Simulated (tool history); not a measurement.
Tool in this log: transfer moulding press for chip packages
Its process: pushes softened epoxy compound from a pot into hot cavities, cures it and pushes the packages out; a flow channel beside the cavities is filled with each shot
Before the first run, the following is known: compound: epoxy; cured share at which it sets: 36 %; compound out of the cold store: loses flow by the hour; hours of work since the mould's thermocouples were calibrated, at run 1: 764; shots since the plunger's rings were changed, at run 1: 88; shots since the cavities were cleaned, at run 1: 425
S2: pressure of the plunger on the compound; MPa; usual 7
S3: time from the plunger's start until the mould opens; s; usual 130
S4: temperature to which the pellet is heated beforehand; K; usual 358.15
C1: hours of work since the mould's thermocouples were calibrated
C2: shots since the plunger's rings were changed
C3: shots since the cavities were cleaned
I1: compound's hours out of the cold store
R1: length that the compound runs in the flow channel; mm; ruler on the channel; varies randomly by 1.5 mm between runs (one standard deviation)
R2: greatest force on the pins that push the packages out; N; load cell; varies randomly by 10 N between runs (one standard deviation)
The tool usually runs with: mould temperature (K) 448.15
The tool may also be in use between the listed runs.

{"run": 1, "hour": 0.0, "mould temperature (K)": 448.15, "S2": 7, "S3": 130, "S4": 358.15, "C1": 764, "C2": 88, "C3": 425, "I1": 23.7, "R1": 752, "R2": 619}
{"run": 2, "hour": 16.0, "mould temperature (K)": 448.15, "S2": 7, "S3": 130, "S4": 358.15, "C1": 775, "C2": 242, "C3": 579, "I1": 37.5, "R1": 710, "R2": 621}
{"hour": 29.0, "done": "cavities cleaned with cleaning compound and waxed"}
{"run": 3, "hour": 36.5, "mould temperature (K)": 448.15, "S2": 7, "S3": 130, "S4": 358.15, "C1": 787, "C2": 426, "C3": 73, "I1": 22.4, "R1": 751, "R2": 523}
{"run": 4, "hour": 63.3, "mould temperature (K)": 448.15, "S2": 7, "S3": 130, "S4": 358.15, "C1": 805, "C2": 684, "C3": 331, "I1": 25, "R1": 743, "R2": 571}
{"run": 5, "hour": 91.1, "mould temperature (K)": 448.15, "S2": 7, "S3": 130, "S4": 358.15, "C1": 824, "C2": 953, "C3": 600, "I1": 8.8, "R1": 788, "R2": 637}
{"hour": 102.5, "done": "cavities cleaned with cleaning compound and waxed"}
{"run": 6, "hour": 122.1, "mould temperature (K)": 448.15, "S2": 7, "S3": 130, "S4": 358.15, "C1": 843, "C2": 1237, "C3": 189, "I1": 24.7, "R1": 740, "R2": 541}
{"hour": 136.9, "done": "mould's thermocouples calibrated"}
{"run": 7, "hour": 140.9, "mould temperature (K)": 448.15, "S2": 7, "S3": 130, "S4": 358.15, "C1": 3, "C2": 1400, "C3": 352, "I1": 47.6, "R1": 682, "R2": 578}
{"run": 8, "hour": 159.5, "mould temperature (K)": 448.15, "S2": 7, "S3": 130, "S4": 358.15, "C1": 15, "C2": 1579, "C3": 531, "I1": 24.6, "R1": 743, "R2": 627}
{"hour": 177.4, "done": "cavities cleaned with cleaning compound and waxed"}
{"run": 9, "hour": 177.4, "mould temperature (K)": 448.15, "S2": 7, "S3": 130, "S4": 358.15, "C1": 26, "C2": 1738, "C3": 0, "I1": 8.2, "R1": 789, "R2": 502}
{"run": 10, "hour": 208.1, "mould temperature (K)": 448.15, "S2": 7, "S3": 130, "S4": 358.15, "C1": 46, "C2": 2034, "C3": 296, "I1": 39.3, "R1": 698, "R2": 569}
{"run": 11, "hour": 227.6, "mould temperature (K)": 448.15, "S2": 7, "S3": 130, "S4": 358.15, "C1": 60, "C2": 2222, "C3": 484, "I1": 44.5, "R1": 684, "R2": 583}
{"hour": 251.0, "done": "cavities cleaned with cleaning compound and waxed"}
{"run": 12, "hour": 251.6, "mould temperature (K)": 448.15, "S2": 7, "S3": 130, "S4": 358.15, "C1": 74, "C2": 2439, "C3": 6, "I1": 45.3, "R1": 682, "R2": 472}
{"run": 13, "hour": 275.6, "mould temperature (K)": 448.15, "S2": 7, "S3": 130, "S4": 358.15, "C1": 91, "C2": 2671, "C3": 238, "I1": 22.8, "R1": 744, "R2": 571}
{"run": 14, "hour": 297.9, "mould temperature (K)": 448.15, "S2": 7, "S3": 130, "S4": 358.15, "C1": 105, "C2": 2886, "C3": 453, "I1": 24.4, "R1": 736, "R2": 603}
{"hour": 323.2, "done": "cavities cleaned with cleaning compound and waxed"}
{"run": 15, "hour": 329.0, "mould temperature (K)": 448.15, "S2": 7, "S3": 130, "S4": 358.15, "C1": 125, "C2": 3171, "C3": 55, "I1": 13.9, "R1": 764, "R2": 524}
{"run": 16, "hour": 354.5, "mould temperature (K)": 448.15, "S2": 5.94, "S3": 130, "S4": 358.15, "C1": 142, "C2": 3418, "C3": 302, "I1": 37.3, "R1": 643, "R2": 590}
{"run": 17, "hour": 373.9, "mould temperature (K)": 449.15, "S2": 6.99, "S3": 149, "S4": 352.15, "C1": 155, "C2": 3605, "C3": 489, "I1": 34.8, "R1": 700, "R2": 553}
{"hour": 396.2, "done": "cavities cleaned with cleaning compound and waxed"}
{"run": 18, "hour": 408.3, "mould temperature (K)": 449.15, "S2": 6.99, "S3": 149, "S4": 352.15, "C1": 177, "C2": 3923, "C3": 117, "I1": 26.6, "R1": 719, "R2": 452}
{"run": 19, "hour": 435.6, "mould temperature (K)": 452.15, "S2": 8.54, "S3": 149, "S4": 352.15, "C1": 195, "C2": 4186, "C3": 380, "I1": 14, "R1": 817, "R2": 496}
{"hour": 469.0, "done": "cavities cleaned with cleaning compound and waxed"}
{"run": 20, "hour": 472.2, "mould temperature (K)": 452.15, "S2": 8.54, "S3": 149, "S4": 352.15, "C1": 219, "C2": 4525, "C3": 31, "I1": 9.4, "R1": 835, "R2": 428}
{"hour": 479.9, "done": "plunger's sealing rings changed"}
{"run": 21, "hour": 508.2, "mould temperature (K)": 452.15, "S2": 8.54, "S3": 149, "S4": 352.15, "C1": 241, "C2": 272, "C3": 354, "I1": 45.6, "R1": 749, "R2": 484}
{"hour": 543.3, "done": "cavities cleaned with cleaning compound and waxed"}
{"run": 22, "hour": 543.8, "mould temperature (K)": 452.15, "S2": 8.54, "S3": 147, "S4": 358.15, "C1": 264, "C2": 602, "C3": 5, "I1": 45.8, "R1": 745, "R2": 426}
{"run": 23, "hour": 570.8, "mould temperature (K)": 452.15, "S2": 6.58, "S3": 147, "S4": 358.15, "C1": 282, "C2": 862, "C3": 265, "I1": 11.2, "R1": 745, "R2": 471}
{"run": 24, "hour": 599.9, "mould temperature (K)": 454.15, "S2": 8.28, "S3": 130, "S4": 351.15, "C1": 301, "C2": 1143, "C3": 546, "I1": 26.1, "R1": 778, "R2": 534}
{"hour": 615.7, "done": "cavities cleaned with cleaning compound and waxed"}
{"run": 25, "hour": 623.0, "mould temperature (K)": 448.15, "S2": 7.06, "S3": 114, "S4": 358.15, "C1": 316, "C2": 1351, "C3": 70, "I1": 47.5, "R1": 684, "R2": 592}
{"run": 26, "hour": 642.6, "mould temperature (K)": 448.15, "S2": 6.41, "S3": 154, "S4": 356.15, "C1": 329, "C2": 1540, "C3": 259, "I1": 32.2, "R1": 693, "R2": 470}
{"run": 27, "hour": 674.5, "mould temperature (K)": 448.15, "S2": 7, "S3": 117, "S4": 350.15, "C1": 350, "C2": 1849, "C3": 568, "I1": 26.7, "R1": 737, "R2": 727}

Predict each of these 3 candidate next runs independently; none follows another, all start after run 27:
{"hour": 688.9, "done": "cavities cleaned with cleaning compound and waxed"}
{"run": "A", "hour": 696.5, "mould temperature (K)": 448.15, "S2": 7.18, "S3": 117, "S4": 350.15, "C1": 364, "C2": 2046, "C3": 73, "I1": 12.3, "R1": "?", "R2": "?"}
{"hour": 688.9, "done": "cavities cleaned with cleaning compound and waxed"}
{"run": "B", "hour": 696.5, "mould temperature (K)": 441.15, "S2": 7, "S3": 130, "S4": 358.15, "C1": 364, "C2": 2046, "C3": 73, "I1": 15.2, "R1": "?", "R2": "?"}
{"hour": 688.9, "done": "cavities cleaned with cleaning compound and waxed"}
{"run": "C", "hour": 696.5, "mould temperature (K)": 442.15, "S2": 7.13, "S3": 134, "S4": 358.15, "C1": 364, "C2": 2046, "C3": 73, "I1": 29.1, "R1": "?", "R2": "?"}

run=A R1=783 R2=619
run=B R1=801 R2=867
run=C R1=762 R2=730
With the hidden condition removed and each run's random variation left untouched, the same runs would have given:
run=A R1=797 R2=608
run=B R1=816 R2=857
run=C R1=776 R2=719
